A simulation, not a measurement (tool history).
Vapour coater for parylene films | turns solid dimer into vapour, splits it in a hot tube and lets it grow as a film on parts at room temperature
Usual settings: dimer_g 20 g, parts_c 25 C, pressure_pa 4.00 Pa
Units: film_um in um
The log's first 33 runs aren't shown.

run,hour,dimer_g,parts_c,pressure_pa,hours of work since the trap's valve was overhauled,hours of work since the table's thermometer was calibrated,film_um
34,834.8,9,33,3.28,308,818,2.32
35,849.0,20,25,2.48,319,829,7.95
36,873.0,14,21,4.00,337,846,5.93
37,891.0,28,19,4.58,350,860,12.68
38,919.8,16,29,4.00,371,881,4.61
39,934.5,20,20,9.11,382,892,7.32
# hour 944.4: trap's valve overhauled
40,954.4,10,23,10.54,7,904,3.58
41,973.3,10,23,10.54,21,918,3.58
42,996.1,19,23,6.56,38,935,7.49
43,1015.6,10,29,5.72,53,949,3.06
44,1046.5,9,22,10.57,76,972,3.39
45,1078.0,9,22,10.57,99,996,3.29
46,1111.4,33,18,4.00,124,1021,17.54
47,1127.2,20,25,7.52,136,1032,6.83

4 ways to go on from here, each from the tool as it stands after run 47. What would each give?
A,1158.2,20,37,2.42,159,1055,?
B,1158.2,9,17,3.14,159,1055,?
C,1158.2,20,25,3.81,159,1055,?
D,1158.2,13,30,6.57,159,1055,?

run,film_um
A,4.98
B,5.21
C,7.87
D,3.56
Without the tool's hidden state the same runs would have given:
run,film_um
A,5.08
B,5.31
C,8.02
D,3.63
